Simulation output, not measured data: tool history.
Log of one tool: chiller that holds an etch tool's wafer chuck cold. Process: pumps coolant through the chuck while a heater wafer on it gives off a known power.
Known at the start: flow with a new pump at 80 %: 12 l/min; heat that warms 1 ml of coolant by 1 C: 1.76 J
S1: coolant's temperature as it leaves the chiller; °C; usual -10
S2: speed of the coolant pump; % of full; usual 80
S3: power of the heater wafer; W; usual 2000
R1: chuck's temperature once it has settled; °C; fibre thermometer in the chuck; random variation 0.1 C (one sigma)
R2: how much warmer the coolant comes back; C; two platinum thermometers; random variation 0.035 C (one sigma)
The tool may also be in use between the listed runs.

Run 1, day 0: usual settings. Result: R1 3.6 °C, R2 5.78 C.
Run 2, day 2.812: usual settings. Result: R1 3.5 °C, R2 5.73 C.
Run 3, day 5.2: usual settings but S2 99 % of full. Result: R1 2.1 °C, R2 4.67 C.
Run 4, day 7.812: usual settings but S2 99 % of full. Result: R1 2 °C, R2 4.7 C.
Run 5, day 10.45: usual settings but S2 99 % of full. Result: R1 2.4 °C, R2 4.7 C.
Run 6, day 12.012: usual settings but S3 1522 W. Result: R1 0.3 °C, R2 4.46 C.
Run 7, day 13.325: usual settings. Result: R1 3.7 °C, R2 5.78 C.
Run 8, day 15.858: usual settings. Result: R1 3.8 °C, R2 5.76 C.
Run 9, day 18.396: usual settings but S1 -9 °C. Result: R1 4.9 °C, R2 5.77 C.
Run 10, day 21.2: usual settings but S1 -9 °C, S2 83 % of full. Result: R1 4.7 °C, R2 5.6 C.
Run 11, day 22.583: usual settings but S1 -9 °C, S2 83 % of full. Result: R1 4.7 °C, R2 5.62 C.
Run 12, day 24.288: usual settings but S1 -20 °C, S2 83 % of full, S3 1169 W. Result: R1 -11.9 °C, R2 3.26 C.
Run 13, day 27: usual settings but S1 -16 °C, S2 62 % of full, S3 1169 W. Result: R1 -6.6 °C, R2 4.33 C.
Run 14, day 29.425: usual settings but S1 -16 °C, S2 62 % of full, S3 1169 W. Result: R1 -6.3 °C, R2 4.34 C.
Run 15, day 31.029: usual settings but S1 -7 °C, S2 62 % of full, S3 1030 W. Result: R1 1.3 °C, R2 3.83 C.
Run 16, day 32.788: usual settings but S1 -7 °C, S2 71 % of full, S3 1117 W. Result: R1 1.5 °C, R2 3.65 C.
Run 17, day 34.888: usual settings but S1 -4 °C, S2 63 % of full, S3 2655 W. Result: R1 17.1 °C, R2 9.87 C.
Run 18, day 36.988: usual settings but S2 72 % of full. Result: R1 4.9 °C, R2 6.49 C.
Run 19, day 38.571: usual settings but S1 -4 °C, S2 96 % of full, S3 2655 W. Result: R1 12.8 °C, R2 6.49 C.
Run 20, day 40.55: usual settings but S1 -4 °C, S2 96 % of full, S3 2655 W. Result: R1 13 °C, R2 6.53 C.

Forecast each of these 4 alternatives for the next run:
Run A, day 43.275: usual settings but S1 -5 °C, S2 68 % of full, S3 1081 W. Result: R1 ?, R2 ?.
Run B, day 43.275: usual settings but S1 -12 °C, S2 78 % of full, S3 2492 W. Result: R1 ?, R2 ?.
Run C, day 43.275: usual settings but S1 -5 °C, S2 68 % of full, S3 1091 W. Result: R1 ?, R2 ?.
Run D, day 43.275: usual settings but S1 -4 °C, S2 81 % of full, S3 2655 W. Result: R1 ?, R2 ?.

run    R1    R2
  A   3.4  3.78
  B   5.9  7.48
  C   3.4  3.73
  D  14.6  7.68
Without the tool's hidden state the same runs would have given:
run    R1    R2
  A   2.4  3.67
  B   4.1  7.26
  C   2.4  3.62
  D  12.7  7.45
